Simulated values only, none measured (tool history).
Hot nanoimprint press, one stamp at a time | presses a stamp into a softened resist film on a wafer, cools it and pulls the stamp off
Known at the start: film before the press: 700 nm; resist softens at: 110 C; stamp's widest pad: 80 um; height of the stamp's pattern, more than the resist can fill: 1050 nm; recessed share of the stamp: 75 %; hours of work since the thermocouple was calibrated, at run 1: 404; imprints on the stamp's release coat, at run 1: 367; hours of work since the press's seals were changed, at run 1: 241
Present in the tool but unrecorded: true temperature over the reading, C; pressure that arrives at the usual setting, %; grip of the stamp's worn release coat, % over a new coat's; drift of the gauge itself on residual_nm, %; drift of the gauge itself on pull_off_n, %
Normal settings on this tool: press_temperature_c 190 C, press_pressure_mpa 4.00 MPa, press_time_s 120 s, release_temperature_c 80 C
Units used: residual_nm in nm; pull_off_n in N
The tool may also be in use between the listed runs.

run,hour,press_temperature_c,press_pressure_mpa,press_time_s,release_temperature_c,hours of work since the thermocouple was calibrated,imprints on the stamp's release coat,hours of work since the press's seals were changed,residual_nm,pull_off_n
1,0.0,190,4.00,120,80,404,367,241,319.5,197
2,58.3,196,4.00,120,80,431,460,269,247.2,189
# hour 95.6: plate thermocouple calibrated
3,119.2,196,4.00,120,80,11,553,296,247.6,201
4,146.3,190,4.14,120,80,24,596,309,314.5,179
5,191.6,190,4.00,94,80,45,668,331,350.4,179
6,232.4,190,4.00,120,73,65,734,350,318.9,203
7,272.7,190,4.00,120,80,84,798,369,319.2,186
8,328.9,190,4.00,120,80,110,888,396,319.0,181
9,365.0,190,4.00,120,80,127,945,413,319.6,194
10,397.9,190,4.00,120,80,143,998,428,318.9,193
11,441.9,181,5.60,120,80,164,1068,449,404.5,188
12,496.9,198,4.00,124,80,190,1156,475,225.0,181
13,532.3,198,4.00,124,80,206,1212,492,227.0,191
14,579.4,182,4.88,120,78,229,1288,514,408.2,196
15,609.4,193,4.68,165,80,243,1336,528,231.9,191
16,642.9,189,2.84,136,87,259,1389,544,364.1,176
17,683.6,189,2.84,136,87,278,1454,563,362.3,180
18,711.8,189,2.84,136,87,291,1499,576,366.3,177
19,775.6,189,2.84,136,87,321,1601,607,367.6,182

How would selected steps in residual_nm from run to run divide? Give the signed amount a tool lacking its hidden state would still show from settings, what came in and random variation, and the signed amount left for the hidden state, including any gauge scatter that is not in both of the compared results.
Run 13 -> 14: press_temperature_c 198 -> 182, press_pressure_mpa 4.00 -> 4.88, press_time_s 124 -> 120, release_temperature_c 80 -> 78. residual_nm +181.2 nm: hidden state +1.8, all else +179.4.
